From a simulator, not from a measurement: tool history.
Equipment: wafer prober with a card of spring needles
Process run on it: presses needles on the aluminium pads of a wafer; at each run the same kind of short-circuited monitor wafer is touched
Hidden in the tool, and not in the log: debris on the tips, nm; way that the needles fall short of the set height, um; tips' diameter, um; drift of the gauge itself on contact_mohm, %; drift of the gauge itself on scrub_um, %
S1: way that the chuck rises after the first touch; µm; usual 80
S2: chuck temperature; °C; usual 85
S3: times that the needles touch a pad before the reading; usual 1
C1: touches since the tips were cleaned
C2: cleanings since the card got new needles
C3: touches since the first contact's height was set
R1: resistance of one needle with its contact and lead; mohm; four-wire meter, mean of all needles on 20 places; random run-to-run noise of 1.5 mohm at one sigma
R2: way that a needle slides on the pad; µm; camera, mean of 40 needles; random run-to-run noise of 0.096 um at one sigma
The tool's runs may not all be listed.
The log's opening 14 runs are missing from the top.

| run | hour | S1 | S2 | S3 | C1 | C2 | C3 | R1 | R2 |
|---|---|---|---|---|---|---|---|---|---|
|  | 198.6 | tips cleaned on abrasive film |
| 15 | 203.9 | 80 | 72 | 3 | 2815 | 121 | 76728 | 179 | 16.98 |
|  | 205.4 | tips cleaned on abrasive film |
|  | 211.5 | tips cleaned on abrasive film |
| 16 | 216.8 | 63 | 85 | 1 | 2873 | 123 | 83553 | 334 | 13.33 |
|  | 217.7 | tips cleaned on abrasive film |
|  | 223.7 | tips cleaned on abrasive film |
| 17 | 227.4 | 80 | 59 | 1 | 1980 | 125 | 89130 | 232 | 16.87 |
|  | 230.5 | tips cleaned on abrasive film |
|  | 236.9 | tips cleaned on abrasive film |
|  | 243.1 | tips cleaned on abrasive film |
| 18 | 243.1 | 79 | 26 | 2 | 0 | 128 | 97330 | 137 | 16.9 |
|  | 249.5 | tips cleaned on abrasive film |
| 19 | 253 | 84 | 26 | 2 | 1850 | 129 | 102584 | 191 | 18.13 |
|  | 255.9 | tips cleaned on abrasive film |
|  | 261.9 | tips cleaned on abrasive film |
| 20 | 266.4 | 84 | 26 | 2 | 2403 | 131 | 109670 | 196 | 17.72 |
|  | 268 | tips cleaned on abrasive film |
|  | 274.3 | tips cleaned on abrasive film |
| 21 | 279.4 | 82 | 34 | 2 | 2716 | 133 | 116497 | 209 | 17.47 |
|  | 280.6 | tips cleaned on abrasive film |
|  | 287.6 | tips cleaned on abrasive film |
| 22 | 292.8 | 82 | 34 | 2 | 2810 | 135 | 123586 | 213 | 17.34 |
|  | 294.1 | tips cleaned on abrasive film |
|  | 300.1 | tips cleaned on abrasive film |
| 23 | 302 | 73 | 42 | 1 | 986 | 137 | 128385 | 212 | 15.38 |
|  | 306.9 | tips cleaned on abrasive film |
| 24 | 311.6 | 71 | 92 | 1 | 2540 | 138 | 133488 | 288 | 14.94 |
|  | 313.2 | tips cleaned on abrasive film |
|  | 319.3 | tips cleaned on abrasive film |
| 25 | 321.1 | 71 | 92 | 1 | 983 | 140 | 138481 | 225 | 14.75 |
|  | 326 | tips cleaned on abrasive film |
|  | 332.7 | tips cleaned on abrasive film |
| 26 | 335.6 | 76 | 102 | 2 | 1559 | 142 | 146129 | 202 | 15.96 |
|  | 339.1 | tips cleaned on abrasive film |
|  | 346 | tips cleaned on abrasive film |
| 27 | 351.1 | 76 | 102 | 2 | 2727 | 144 | 154297 | 227 | 15.93 |
|  | 352.4 | tips cleaned on abrasive film |
|  | 358.8 | tips cleaned on abrasive film |
| 28 | 362.5 | 76 | 102 | 2 | 1991 | 146 | 160321 | 218 | 16 |
|  | 364.9 | tips cleaned on abrasive film |
|  | 370.9 | tips cleaned on abrasive film |
|  | 377.5 | tips cleaned on abrasive film |
| 29 | 377.5 | 80 | 113 | 1 | 0 | 149 | 168155 | 154 | 16.71 |
|  | 383.6 | tips cleaned on abrasive film |
|  | 390.3 | tips cleaned on abrasive film |
| 30 | 391.3 | 80 | 113 | 1 | 529 | 151 | 175464 | 191 | 16.67 |

Here are 3 independent what-if runs from the current tool condition. What would each one return?
|  | 396.7 | tips cleaned on abrasive film |
|  | 403.3 | tips cleaned on abrasive film |
| A | 403.3 | 65 | 30 | 1 | 0 | 153 | 181750 | ? | ? |
|  | 396.7 | tips cleaned on abrasive film |
|  | 403.3 | tips cleaned on abrasive film |
| B | 403.3 | 73 | 119 | 2 | 0 | 153 | 181750 | ? | ? |
|  | 396.7 | tips cleaned on abrasive film |
|  | 403.3 | tips cleaned on abrasive film |
| C | 403.3 | 80 | 113 | 2 | 0 | 153 | 181750 | ? | ? |

| run | R1 | R2 |
|---|---|---|
| A | 157 | 13.39 |
| B | 156 | 15.07 |
| C | 153 | 16.55 |
Take away the tool's hidden state, keep each run's random variation, and the runs would have read:
| run | R1 | R2 |
|---|---|---|
| A | 132 | 14.24 |
| B | 142 | 15.92 |
| C | 141 | 17.38 |

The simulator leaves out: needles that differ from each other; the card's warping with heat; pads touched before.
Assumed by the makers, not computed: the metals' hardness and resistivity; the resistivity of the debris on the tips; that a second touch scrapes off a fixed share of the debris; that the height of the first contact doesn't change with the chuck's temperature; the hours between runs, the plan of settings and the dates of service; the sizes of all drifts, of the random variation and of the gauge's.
